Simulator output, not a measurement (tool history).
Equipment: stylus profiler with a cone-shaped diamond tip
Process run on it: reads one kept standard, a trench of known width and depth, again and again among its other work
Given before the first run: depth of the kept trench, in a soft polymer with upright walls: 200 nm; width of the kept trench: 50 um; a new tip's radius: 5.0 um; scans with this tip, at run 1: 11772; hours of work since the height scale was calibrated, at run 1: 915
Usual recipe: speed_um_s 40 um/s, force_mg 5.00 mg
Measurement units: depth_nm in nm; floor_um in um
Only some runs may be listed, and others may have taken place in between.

run,hour,speed_um_s,force_mg,scans with this tip,hours of work since the height scale was calibrated,depth_nm,floor_um
1,0.0,40,5.00,11772,915,204.19,46.28
2,45.2,40,5.00,12224,950,204.14,46.24
3,103.7,40,5.00,12811,996,204.14,46.21
# hour 137.7: height scale calibrated on a step standard
4,146.9,40,5.00,13238,7,204.02,46.17
5,185.2,40,9.75,13622,37,206.62,46.16
6,211.9,40,9.75,13890,58,206.54,46.16
7,266.7,54,9.75,14439,100,206.64,46.12
# hour 276.6: height scale calibrated on a step standard, once more
8,317.1,54,9.75,14938,32,207.40,46.04
9,378.3,40,3.28,15551,79,203.50,46.00
10,434.4,40,5.00,16114,123,204.57,46.04
11,475.8,40,5.00,16528,155,204.56,45.96
12,506.8,40,5.00,16839,179,204.54,45.95
13,540.0,40,5.00,17171,205,204.52,45.94
14,579.6,40,9.57,17568,236,207.18,45.95
15,634.3,21,5.00,18116,278,204.61,45.98
16,693.8,21,5.00,18712,325,204.49,45.86
17,752.6,21,5.00,19301,371,204.55,45.88
18,798.0,30,5.27,19756,406,204.70,45.82
# hour 827.1: new tip fitted, height scale calibrated
19,852.8,62,1.74,258,20,202.42,47.09
20,904.3,62,1.74,773,60,202.39,46.99
21,945.4,15,7.20,1185,92,205.90,47.11
22,992.6,33,2.57,1659,129,202.95,46.99
23,1048.8,33,2.57,2221,173,202.99,46.96
24,1095.0,54,2.32,2684,209,202.65,46.89
25,1130.2,40,4.71,3037,236,204.43,46.86
26,1170.5,40,4.71,3441,267,204.37,46.90
27,1229.7,97,5.53,4033,313,204.91,46.73
28,1266.7,11,13.11,4404,342,208.73,46.88
29,1328.5,34,2.42,5023,390,202.69,46.73
30,1387.1,64,2.79,5611,436,202.95,46.69
31,1442.3,33,6.73,6163,479,205.42,46.66
32,1493.3,33,6.73,6674,519,205.34,46.65
33,1549.6,126,6.81,7238,562,205.45,46.46

What differs in the tool's unlogged condition from the final listed run ahead of each entry between runs to the first listed run following it?
After run 3, before run 4: height scale calibrated on a step standard (hour 137.7)
  radius of the tip, um: 8.77 -> 8.9; height scale over the true one, %: -0.289 -> -0.346
  measured result minus the result with no hidden state, depth_nm: -0.59 -> -0.71 nm; floor_um: -0.93 -> -0.95 um
After run 7, before run 8: height scale calibrated on a step standard, once more (hour 276.6)
  radius of the tip, um: 9.25 -> 9.4; height scale over the true one, %: -0.376 -> 0.01
  measured result minus the result with no hidden state, depth_nm: -0.77 -> +0.02 nm; floor_um: -1.03 -> -1.06 um
After run 18, before run 19: new tip fitted, height scale calibrated (hour 827.1)
  radius of the tip, um: 10.85 -> 4.98; height scale over the true one, %: -0.106 -> 0.013
  measured result minus the result with no hidden state, depth_nm: -0.22 -> +0.03 nm; floor_um: -1.35 -> +0.00 um
